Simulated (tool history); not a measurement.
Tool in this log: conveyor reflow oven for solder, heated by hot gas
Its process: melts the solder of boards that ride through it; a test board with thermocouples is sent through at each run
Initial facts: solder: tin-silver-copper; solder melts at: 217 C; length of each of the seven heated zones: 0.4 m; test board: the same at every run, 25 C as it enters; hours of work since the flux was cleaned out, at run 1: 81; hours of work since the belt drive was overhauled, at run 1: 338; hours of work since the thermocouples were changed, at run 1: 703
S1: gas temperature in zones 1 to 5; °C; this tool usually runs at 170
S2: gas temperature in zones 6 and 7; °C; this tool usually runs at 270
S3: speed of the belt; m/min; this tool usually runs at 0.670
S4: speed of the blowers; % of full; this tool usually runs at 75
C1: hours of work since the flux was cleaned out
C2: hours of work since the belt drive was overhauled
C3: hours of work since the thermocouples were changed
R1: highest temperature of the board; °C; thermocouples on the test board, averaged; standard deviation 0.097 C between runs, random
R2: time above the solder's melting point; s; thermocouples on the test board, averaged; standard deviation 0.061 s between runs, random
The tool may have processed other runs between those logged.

run	day	S1	S2	S3	S4	C1	C2	C3	R1	R2
1	0.000	170	270	0.670	75	81	338	703	259.53	57.55
2	1.067	170	270	0.670	75	98	355	720	259.13	57.50
3	3.521	170	270	0.634	75	136	394	759	260.86	62.04
4	5.704	170	270	0.634	75	171	428	793	260.89	61.88
5	7.408	170	270	0.670	75	198	455	820	259.26	57.29
6	8.512	170	270	0.670	75	216	473	838	259.08	57.40
# day 9.012: thermocouples of zones 6 and 7 changed
7	10.038	182	270	0.670	75	238	496	16	258.71	61.06
8	11.408	182	270	0.676	62	260	517	38	255.98	58.64
9	12.746	182	270	0.627	77	281	539	59	260.61	66.75
10	14.658	170	270	0.670	77	311	569	89	257.47	56.27
11	15.971	170	270	0.728	77	332	590	110	254.50	49.67
12	17.771	170	270	0.671	84	361	618	139	258.19	56.97
13	19.292	170	283	0.721	86	385	642	163	268.05	57.30
14	21.246	170	280	0.655	86	416	673	194	268.22	63.53

Predict each of these 5 candidate next runs independently; none follows another, all start after run 14:
A	22.650	159	280	0.589	71	438	695	216	?	?
B	22.650	167	270	0.545	66	438	695	216	?	?
C	22.650	170	270	0.670	72	438	695	216	?	?
D	22.650	170	259	0.670	75	438	695	216	?	?
E	22.650	171	278	0.655	86	438	695	216	?	?

run	R1	R2
A	267.61	67.25
B	260.83	71.64
C	256.06	55.34
D	246.65	49.17
E	266.40	62.80
With no hidden state in the tool, these same runs would have given:
run	R1	R2
A	268.36	67.66
B	261.05	71.95
C	256.94	56.11
D	247.40	50.33
E	267.34	63.22
